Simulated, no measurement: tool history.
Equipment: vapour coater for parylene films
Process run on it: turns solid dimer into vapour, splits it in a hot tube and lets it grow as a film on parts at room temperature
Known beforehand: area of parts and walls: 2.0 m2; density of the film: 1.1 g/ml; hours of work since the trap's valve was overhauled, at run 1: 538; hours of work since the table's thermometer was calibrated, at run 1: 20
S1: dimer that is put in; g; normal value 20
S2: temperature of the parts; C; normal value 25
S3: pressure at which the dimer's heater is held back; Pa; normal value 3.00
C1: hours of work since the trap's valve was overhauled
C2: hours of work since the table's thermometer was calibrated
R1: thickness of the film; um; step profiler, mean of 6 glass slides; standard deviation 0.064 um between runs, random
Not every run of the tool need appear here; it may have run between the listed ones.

run	hour	S1	S2	S3	C1	C2	R1
1	0.0	20	25	3.00	538	20	6.95
2	16.9	20	25	3.00	553	35	6.82
3	40.7	20	25	3.00	575	57	6.79
# hour 51.4: trap's valve overhauled
4	61.3	20	25	3.00	9	71	7.53
5	79.8	20	25	3.00	26	88	7.49
6	103.4	20	25	3.00	47	109	7.43
7	117.2	20	25	3.00	59	122	7.51
8	127.4	20	25	3.00	68	131	7.46
9	142.1	20	25	3.00	82	144	7.48
10	155.4	25	25	3.00	94	156	9.30
11	166.3	25	25	3.00	103	166	9.15
12	189.5	25	25	3.00	124	187	9.17
13	208.1	25	25	3.00	141	204	9.17
14	231.7	25	25	3.00	162	225	9.19
15	252.7	25	25	3.00	181	244	9.01
16	272.4	20	29	3.00	199	261	6.06
17	288.8	20	29	3.00	214	276	6.14
18	303.6	20	25	3.00	227	290	7.31
19	327.0	20	25	3.00	248	311	7.32
20	343.3	20	25	11.35	263	325	5.59
21	360.5	20	25	11.35	278	341	5.57
22	381.5	11	25	3.53	297	360	3.77
23	401.8	16	25	3.00	315	378	5.63
24	420.6	26	25	2.66	332	395	9.39
25	431.3	26	25	2.66	342	405	9.28
26	443.3	9	26	3.00	353	415	3.04
27	464.9	22	33	3.00	372	435	5.36
28	479.3	20	30	9.26	385	448	4.53
29	498.0	20	25	5.00	402	464	6.28
30	514.8	20	27	3.00	417	480	6.33
31	530.0	11	36	3.00	431	493	2.32
32	551.4	26	25	9.20	450	513	7.23
33	574.9	10	25	6.19	471	534	3.03
34	594.2	10	28	3.41	489	551	2.92
35	604.9	22	36	10.52	498	561	3.68
36	619.6	20	19	5.14	511	574	8.05
37	630.5	24	28	5.14	521	584	6.42
38	653.0	9	28	5.14	541	604	2.44
39	665.4	9	19	8.93	553	615	3.24
40	680.0	9	19	8.93	566	628	3.19
# hour 701.2: trap's valve overhauled
41	701.6	12	30	5.43	0	644	3.19

Hidden condition of the tool, last listed run before each entry between runs versus first listed run after:
Run 3 -> run 4: trap's valve overhauled (hour 51.4)
  vapour lost through the trap's worn valve, %: 9.6 -> 0.1; true temperature of the parts over the reading, C: -0.06 -> -0.04
  the result without the hidden state subtracted from the measured one, R1: -0.70 -> +0.00 um
Run 40 -> run 41: trap's valve overhauled (hour 701.2)
  vapour lost through the trap's worn valve, %: 9 -> 0.4; true temperature of the parts over the reading, C: 0.59 -> 0.6
  the result without the hidden state subtracted from the measured one, R1: -0.42 -> -0.10 um
